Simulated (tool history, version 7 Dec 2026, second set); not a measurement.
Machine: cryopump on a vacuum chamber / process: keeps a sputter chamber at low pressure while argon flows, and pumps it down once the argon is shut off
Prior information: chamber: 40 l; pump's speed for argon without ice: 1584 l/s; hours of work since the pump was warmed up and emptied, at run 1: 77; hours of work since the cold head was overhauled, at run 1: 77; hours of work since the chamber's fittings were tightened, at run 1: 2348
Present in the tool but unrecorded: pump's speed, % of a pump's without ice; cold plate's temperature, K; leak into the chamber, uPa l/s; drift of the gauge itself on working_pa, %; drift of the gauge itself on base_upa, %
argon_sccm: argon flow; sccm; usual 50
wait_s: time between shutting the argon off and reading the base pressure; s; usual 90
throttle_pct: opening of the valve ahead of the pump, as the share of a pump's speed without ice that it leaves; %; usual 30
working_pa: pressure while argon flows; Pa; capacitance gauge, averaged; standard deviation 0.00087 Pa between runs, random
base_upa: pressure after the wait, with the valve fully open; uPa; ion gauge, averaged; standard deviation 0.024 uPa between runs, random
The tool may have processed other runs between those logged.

| run | hour | argon_sccm | wait_s | throttle_pct | hours of work since the pump was warmed up and emptied | hours of work since the cold head was overhauled | hours of work since the chamber's fittings were tightened | working_pa | base_upa |
|---|---|---|---|---|---|---|---|---|---|
| 1 | 0.0 | 50 | 90 | 30 | 77 | 77 | 2348 | 0.1794 | 2.17 |
| 2 | 29.2 | 50 | 90 | 30 | 92 | 92 | 2363 | 0.1793 | 2.12 |
| 3 | 59.8 | 50 | 21 | 30 | 107 | 107 | 2378 | 0.1801 | 4.42 |
| 4 | 99.2 | 50 | 106 | 30 | 127 | 127 | 2398 | 0.1799 | 2.03 |
| 5 | 119.8 | 50 | 106 | 30 | 137 | 137 | 2408 | 0.1806 | 1.96 |
| 6 | 136.6 | 50 | 106 | 30 | 145 | 145 | 2416 | 0.1798 | 2.00 |
| 7 | 156.1 | 50 | 106 | 30 | 155 | 155 | 2426 | 0.1804 | 2.04 |
| 8 | 176.9 | 37 | 90 | 30 | 165 | 165 | 2436 | 0.1325 | 2.10 |
| 9 | 210.8 | 50 | 90 | 30 | 182 | 182 | 2453 | 0.1790 | 2.17 |
| 10 | 230.2 | 50 | 90 | 30 | 192 | 192 | 2463 | 0.1810 | 2.21 |
| 11 | 269.9 | 50 | 90 | 30 | 212 | 212 | 2483 | 0.1815 | 2.19 |
| 12 | 302.9 | 77 | 90 | 30 | 228 | 228 | 2499 | 0.2801 | 2.21 |
| 13 | 325.2 | 77 | 90 | 30 | 240 | 240 | 2510 | 0.2772 | 2.20 |
| 14 | 345.4 | 77 | 90 | 30 | 250 | 250 | 2520 | 0.2793 | 2.23 |
| 15 | 366.2 | 50 | 90 | 35 | 260 | 260 | 2531 | 0.1571 | 2.29 |
| 16 | 395.8 | 50 | 90 | 35 | 275 | 275 | 2546 | 0.1555 | 2.28 |
| 17 | 421.1 | 50 | 255 | 30 | 287 | 287 | 2558 | 0.1820 | 1.80 |
| 18 | 442.6 | 21 | 38 | 25 | 298 | 298 | 2569 | 0.0918 | 3.31 |
| 19 | 471.3 | 26 | 37 | 26 | 312 | 312 | 2583 | 0.1090 | 3.29 |
| 20 | 496.1 | 50 | 90 | 40 | 325 | 325 | 2596 | 0.1375 | 2.35 |
| 21 | 531.6 | 83 | 23 | 30 | 343 | 343 | 2613 | 0.3045 | 4.30 |
| 22 | 561.0 | 30 | 26 | 37 | 357 | 357 | 2628 | 0.0895 | 4.02 |
| 23 | 599.6 | 30 | 192 | 39 | 376 | 376 | 2647 | 0.0854 | 1.86 |
| 24 | 620.8 | 100 | 93 | 30 | 387 | 387 | 2658 | 0.3662 | 2.34 |
| 25 | 638.5 | 100 | 93 | 30 | 396 | 396 | 2667 | 0.3645 | 2.38 |
| 26 | 665.7 | 37 | 282 | 27 | 409 | 409 | 2680 | 0.1507 | 1.94 |
| 27 | 685.5 | 37 | 282 | 27 | 419 | 419 | 2690 | 0.1505 | 1.92 |
| 28 | 702.5 | 44 | 39 | 42 | 428 | 428 | 2699 | 0.1177 | 3.33 |
| 29 | 719.7 | 50 | 90 | 30 | 436 | 436 | 2707 | 0.1849 | 2.43 |
| 30 | 757.9 | 24 | 196 | 16 | 455 | 455 | 2726 | 0.1631 | 2.16 |
| 31 | 787.5 | 24 | 196 | 16 | 470 | 470 | 2741 | 0.1630 | 2.10 |
| 32 | 807.9 | 74 | 90 | 44 | 480 | 480 | 2751 | 0.1901 | 2.47 |
| 33 | 827.9 | 53 | 107 | 17 | 490 | 490 | 2761 | 0.3405 | 2.40 |
| 34 | 852.2 | 39 | 41 | 42 | 503 | 503 | 2773 | 0.1052 | 3.41 |

What if the next run were any one of these 4? Each begins from the tool's condition after run 34:
| A | 870.0 | 50 | 23 | 30 | 511 | 511 | 2782 | ? | ? |
| B | 870.0 | 100 | 85 | 42 | 511 | 511 | 2782 | ? | ? |
| C | 870.0 | 60 | 27 | 42 | 511 | 511 | 2782 | ? | ? |
| D | 870.0 | 62 | 103 | 30 | 511 | 511 | 2782 | ? | ? |

| run | working_pa | base_upa |
|---|---|---|
| A | 0.1856 | 4.59 |
| B | 0.2706 | 2.53 |
| C | 0.1610 | 4.17 |
| D | 0.2302 | 2.46 |
What these runs would have given with no unlogged condition in the tool:
| run | working_pa | base_upa |
|---|---|---|
| A | 0.1779 | 2.94 |
| B | 0.2551 | 0.92 |
| C | 0.1518 | 2.54 |
| D | 0.2207 | 0.81 |
